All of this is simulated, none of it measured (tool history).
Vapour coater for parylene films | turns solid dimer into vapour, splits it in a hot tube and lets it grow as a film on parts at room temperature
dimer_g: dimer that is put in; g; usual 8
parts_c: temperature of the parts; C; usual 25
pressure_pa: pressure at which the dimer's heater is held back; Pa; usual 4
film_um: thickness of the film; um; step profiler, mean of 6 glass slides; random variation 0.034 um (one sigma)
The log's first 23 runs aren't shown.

run 24 hour=565.7 | dimer_g=8 parts_c=25 pressure_pa=8.16 | film_um=3.44
run 25 hour=599 | dimer_g=8 parts_c=25 pressure_pa=8.16 | film_um=3.41
run 26 hour=624 | dimer_g=8 parts_c=25 pressure_pa=10.17 | film_um=3.34
run 27 hour=644 | dimer_g=4 parts_c=34 pressure_pa=4 | film_um=1.24
run 28 hour=674.5 | dimer_g=4 parts_c=34 pressure_pa=4 | film_um=1.22
-- hour=692.9 trap's valve overhauled
run 29 hour=694.7 | dimer_g=11 parts_c=21 pressure_pa=4.46 | film_um=6.97
run 30 hour=709.5 | dimer_g=3 parts_c=27 pressure_pa=4.02 | film_um=1.44
run 31 hour=735.8 | dimer_g=3 parts_c=27 pressure_pa=4.02 | film_um=1.47
run 32 hour=766.5 | dimer_g=4 parts_c=19 pressure_pa=5.43 | film_um=2.7
run 33 hour=796.8 | dimer_g=8 parts_c=25 pressure_pa=8.8 | film_um=3.87
run 34 hour=827.2 | dimer_g=4 parts_c=21 pressure_pa=8.8 | film_um=2.34
run 35 hour=856.3 | dimer_g=9 parts_c=17 pressure_pa=4 | film_um=6.83
run 36 hour=886 | dimer_g=7 parts_c=35 pressure_pa=3.21 | film_um=2.39
run 37 hour=904.2 | dimer_g=4 parts_c=28 pressure_pa=4.92 | film_um=1.77
run 38 hour=935.2 | dimer_g=8 parts_c=25 pressure_pa=8.56 | film_um=3.74
run 39 hour=958.2 | dimer_g=4 parts_c=30 pressure_pa=4 | film_um=1.65
run 40 hour=987 | dimer_g=8 parts_c=30 pressure_pa=5.37 | film_um=3.23
run 41 hour=1019.7 | dimer_g=8 parts_c=30 pressure_pa=5.37 | film_um=3.14
run 42 hour=1035.7 | dimer_g=4 parts_c=22 pressure_pa=5.37 | film_um=2.26
run 43 hour=1057.7 | dimer_g=4 parts_c=22 pressure_pa=5.37 | film_um=2.2
run 44 hour=1093.4 | dimer_g=8 parts_c=27 pressure_pa=3.33 | film_um=3.78
run 45 hour=1123.7 | dimer_g=13 parts_c=28 pressure_pa=7.43 | film_um=5.3

Forecast run 46:
run 46 hour=1158.1 | dimer_g=4 parts_c=28 pressure_pa=4 | film_um=?

{"run 46": {"film_um": 1.75}}
Without the tool's hidden state the same run would have given film_um 1.86 um.

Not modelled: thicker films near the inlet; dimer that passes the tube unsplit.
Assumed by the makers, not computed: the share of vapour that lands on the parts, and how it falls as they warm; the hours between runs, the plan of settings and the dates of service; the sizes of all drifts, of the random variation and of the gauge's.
